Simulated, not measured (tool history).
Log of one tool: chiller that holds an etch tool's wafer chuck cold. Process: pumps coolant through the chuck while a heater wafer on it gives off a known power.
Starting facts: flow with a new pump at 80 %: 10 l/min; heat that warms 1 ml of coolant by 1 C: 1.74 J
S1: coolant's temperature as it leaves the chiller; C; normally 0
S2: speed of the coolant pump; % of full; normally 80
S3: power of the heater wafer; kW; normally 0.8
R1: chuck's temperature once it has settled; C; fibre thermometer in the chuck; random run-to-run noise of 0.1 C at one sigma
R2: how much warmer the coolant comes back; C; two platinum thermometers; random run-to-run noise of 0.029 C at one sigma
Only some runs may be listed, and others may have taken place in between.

| run | hour | S1 | S2 | S3 | R1 | R2 |
|---|---|---|---|---|---|---|
| 1 | 0 | 0 | 80 | 0.8 | 6.3 | 2.76 |
| 2 | 39.3 | 0 | 80 | 0.904 | 7.3 | 3.16 |
| 3 | 89.6 | 0 | 80 | 0.904 | 7.2 | 3.14 |
| 4 | 160.3 | 0 | 80 | 0.904 | 7.2 | 3.13 |
| 5 | 225 | 0 | 80 | 0.904 | 7.3 | 3.16 |
| 6 | 256.7 | 0 | 80 | 0.904 | 7.4 | 3.2 |
| 7 | 294.3 | 0 | 80 | 0.8 | 6.6 | 2.81 |
| 8 | 335.8 | 0 | 80 | 0.8 | 6.5 | 2.79 |
| 9 | 381.1 | 0 | 80 | 0.8 | 6.5 | 2.75 |
| 10 | 450.4 | 0 | 68 | 0.8 | 7.3 | 3.35 |
| 11 | 486.9 | 0 | 70 | 0.8 | 7.2 | 3.25 |
| 12 | 550.1 | 0 | 70 | 0.8 | 7.1 | 3.22 |
| 13 | 612.3 | 0 | 70 | 0.8 | 7.2 | 3.23 |
| 14 | 654.8 | 0 | 70 | 0.8 | 7.2 | 3.27 |
| 15 | 701.9 | 0 | 70 | 0.8 | 7.2 | 3.3 |
|  | 710.3 | coolant pump overhauled |
| 16 | 777 | -1 | 70 | 0.8 | 6.4 | 3.32 |
| 17 | 849.8 | -1 | 70 | 0.56 | 4.4 | 2.32 |
| 18 | 912.6 | 5 | 94 | 1.088 | 13.1 | 3.3 |
| 19 | 956.9 | 5 | 94 | 1.088 | 13.3 | 3.3 |
| 20 | 998.8 | 4 | 81 | 0.483 | 8 | 1.7 |
| 21 | 1062.4 | -3 | 64 | 0.595 | 2.9 | 2.74 |
|  | 1083.3 | coolant pump overhauled, once more |
| 22 | 1108.4 | -3 | 67 | 0.595 | 2.5 | 2.51 |
| 23 | 1145.1 | -3 | 67 | 0.595 | 2.5 | 2.48 |
| 24 | 1220.4 | -3 | 98 | 0.545 | 1 | 1.49 |
| 25 | 1278.3 | 4 | 95 | 1.107 | 12.2 | 3.15 |
| 26 | 1319 | -5 | 64 | 0.812 | 2.9 | 3.58 |
| 27 | 1376.9 | -4 | 87 | 0.812 | 2.4 | 2.51 |
| 28 | 1421.6 | 0 | 72 | 0.468 | 4.3 | 1.82 |
| 29 | 1472.6 | 1 | 78 | 0.8 | 8 | 2.91 |

Predict each of these 5 candidate next runs independently; none follows another, all start after run 29:
| A | 1535.9 | 1 | 94 | 0.8 | ? | ? |
| B | 1535.9 | 3 | 80 | 0.8 | ? | ? |
| C | 1535.9 | 1 | 64 | 0.8 | ? | ? |
| D | 1535.9 | 3 | 74 | 0.888 | ? | ? |
| E | 1535.9 | 9 | 88 | 1.037 | ? | ? |

| run | R1 | R2 |
|---|---|---|
| A | 7.3 | 2.33 |
| B | 9.7 | 2.8 |
| C | 9 | 3.56 |
| D | 10.8 | 3.34 |
| E | 17.1 | 3.24 |
The same runs, with their run-to-run variation unchanged, on a tool lacking any hidden condition would have given:
| run | R1 | R2 |
|---|---|---|
| A | 6.6 | 2.34 |
| B | 9 | 2.81 |
| C | 8.3 | 3.56 |
| D | 10.1 | 3.34 |
| E | 16.3 | 3.24 |
